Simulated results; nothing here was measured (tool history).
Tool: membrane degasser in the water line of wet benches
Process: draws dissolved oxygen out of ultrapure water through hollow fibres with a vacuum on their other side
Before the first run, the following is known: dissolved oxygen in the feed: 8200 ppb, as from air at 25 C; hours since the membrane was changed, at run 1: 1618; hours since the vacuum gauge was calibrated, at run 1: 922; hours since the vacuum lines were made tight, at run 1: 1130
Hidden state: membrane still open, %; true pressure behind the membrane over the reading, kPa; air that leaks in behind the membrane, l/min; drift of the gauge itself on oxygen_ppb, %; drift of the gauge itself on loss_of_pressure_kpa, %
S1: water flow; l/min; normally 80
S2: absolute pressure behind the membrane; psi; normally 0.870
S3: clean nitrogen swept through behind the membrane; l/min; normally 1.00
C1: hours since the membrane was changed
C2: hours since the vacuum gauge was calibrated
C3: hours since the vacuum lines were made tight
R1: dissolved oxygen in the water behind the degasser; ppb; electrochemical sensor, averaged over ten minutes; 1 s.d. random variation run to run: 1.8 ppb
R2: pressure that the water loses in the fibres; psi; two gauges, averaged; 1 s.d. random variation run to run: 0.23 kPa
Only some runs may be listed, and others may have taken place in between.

run 1 hour=0.0 | S1=80 S2=0.870 S3=1.00 | C1=1618 C2=922 C3=1130 | R1=365.1 R2=8.578
run 2 hour=39.3 | S1=80 S2=0.870 S3=1.00 | C1=1658 C2=962 C3=1169 | R1=366.8 R2=8.570
run 3 hour=85.9 | S1=80 S2=0.870 S3=1.00 | C1=1704 C2=1008 C3=1216 | R1=366.0 R2=8.547
run 4 hour=129.5 | S1=80 S2=0.870 S3=1.00 | C1=1748 C2=1052 C3=1259 | R1=363.7 R2=8.491
run 5 hour=153.4 | S1=80 S2=0.870 S3=1.00 | C1=1772 C2=1076 C3=1283 | R1=365.0 R2=8.583
run 6 hour=182.3 | S1=80 S2=1.278 S3=1.00 | C1=1801 C2=1105 C3=1312 | R1=702.3 R2=8.520
run 7 hour=212.0 | S1=80 S2=1.278 S3=1.00 | C1=1830 C2=1134 C3=1342 | R1=701.8 R2=8.569
run 8 hour=247.1 | S1=80 S2=1.278 S3=1.00 | C1=1865 C2=1169 C3=1377 | R1=709.3 R2=8.553
run 9 hour=269.8 | S1=80 S2=1.278 S3=1.00 | C1=1888 C2=1192 C3=1399 | R1=699.7 R2=8.512
run 10 hour=310.9 | S1=80 S2=1.278 S3=1.00 | C1=1929 C2=1233 C3=1440 | R1=710.9 R2=8.570
run 11 hour=361.3 | S1=78 S2=1.278 S3=1.00 | C1=1980 C2=1284 C3=1491 | R1=686.4 R2=8.324
run 12 hour=391.1 | S1=78 S2=1.278 S3=2.84 | C1=2010 C2=1313 C3=1521 | R1=325.0 R2=8.351
run 13 hour=416.1 | S1=78 S2=1.278 S3=2.84 | C1=2034 C2=1338 C3=1546 | R1=323.5 R2=8.311
run 14 hour=454.6 | S1=80 S2=0.870 S3=1.00 | C1=2073 C2=1377 C3=1584 | R1=366.2 R2=8.563
run 15 hour=491.1 | S1=80 S2=0.870 S3=1.00 | C1=2109 C2=1413 C3=1621 | R1=365.6 R2=8.531
run 16 hour=529.6 | S1=80 S2=0.870 S3=1.00 | C1=2148 C2=1452 C3=1659 | R1=367.3 R2=8.522
run 17 hour=573.8 | S1=81 S2=1.375 S3=1.00 | C1=2192 C2=1496 C3=1703 | R1=798.0 R2=8.647
run 18 hour=625.4 | S1=121 S2=0.582 S3=1.00 | C1=2244 C2=1548 C3=1755 | R1=147.3 R2=12.953
run 19 hour=673.7 | S1=80 S2=0.870 S3=2.22 | C1=2292 C2=1596 C3=1803 | R1=205.5 R2=8.551
run 20 hour=701.7 | S1=54 S2=1.610 S3=0.69 | C1=2320 C2=1624 C3=1831 | R1=944.8 R2=5.742
run 21 hour=748.5 | S1=54 S2=1.610 S3=0.69 | C1=2367 C2=1671 C3=1878 | R1=951.0 R2=5.786
run 22 hour=789.1 | S1=54 S2=1.610 S3=0.69 | C1=2407 C2=1711 C3=1919 | R1=963.0 R2=5.800
run 23 hour=820.8 | S1=54 S2=1.610 S3=0.69 | C1=2439 C2=1743 C3=1950 | R1=960.0 R2=5.745
run 24 hour=871.7 | S1=120 S2=1.652 S3=1.19 | C1=2490 C2=1794 C3=2001 | R1=1162.1 R2=12.794
run 25 hour=903.9 | S1=120 S2=0.877 S3=0.52 | C1=2522 C2=1826 C3=2033 | R1=659.1 R2=12.881
run 26 hour=950.9 | S1=79 S2=0.992 S3=1.00 | C1=2569 C2=1873 C3=2080 | R1=467.0 R2=8.425
run 27 hour=985.5 | S1=79 S2=0.992 S3=0.84 | C1=2604 C2=1908 C3=2115 | R1=521.6 R2=8.428
run 28 hour=1028.8 | S1=58 S2=0.544 S3=0.53 | C1=2647 C2=1951 C3=2158 | R1=89.7 R2=6.213
run 29 hour=1064.1 | S1=58 S2=0.544 S3=0.53 | C1=2682 C2=1986 C3=2194 | R1=89.4 R2=6.170
run 30 hour=1091.3 | S1=115 S2=0.719 S3=1.78 | C1=2710 C2=2014 C3=2221 | R1=208.4 R2=12.292
run 31 hour=1127.5 | S1=80 S2=0.870 S3=0.83 | C1=2746 C2=2050 C3=2257 | R1=412.8 R2=8.534

Alternative continuations, all from the tool just after run 31; predict every row:
run A hour=1156.1 | S1=122 S2=0.896 S3=1.75 | C1=2774 C2=2078 C3=2286 | R1=? R2=?
run B hour=1156.1 | S1=81 S2=0.640 S3=0.76 | C1=2774 C2=2078 C3=2286 | R1=? R2=?
run C hour=1156.1 | S1=74 S2=0.870 S3=0.83 | C1=2774 C2=2078 C3=2286 | R1=? R2=?
run D hour=1156.1 | S1=49 S2=1.137 S3=1.47 | C1=2774 C2=2078 C3=2286 | R1=? R2=?
run E hour=1156.1 | S1=90 S2=1.764 S3=0.84 | C1=2774 C2=2078 C3=2286 | R1=? R2=?

run=A R1=363.6 R2=12.955
run=B R1=192.5 R2=8.699
run=C R1=390.6 R2=7.860
run=D R1=310.2 R2=5.281
run=E R1=1294.4 R2=9.644
The same runs, with their run-to-run variation unchanged, on a tool lacking any hidden condition would have given:
run=A R1=363.5 R2=12.952
run=B R1=192.4 R2=8.696
run=C R1=390.6 R2=7.857
run=D R1=310.2 R2=5.279
run=E R1=1294.4 R2=9.641
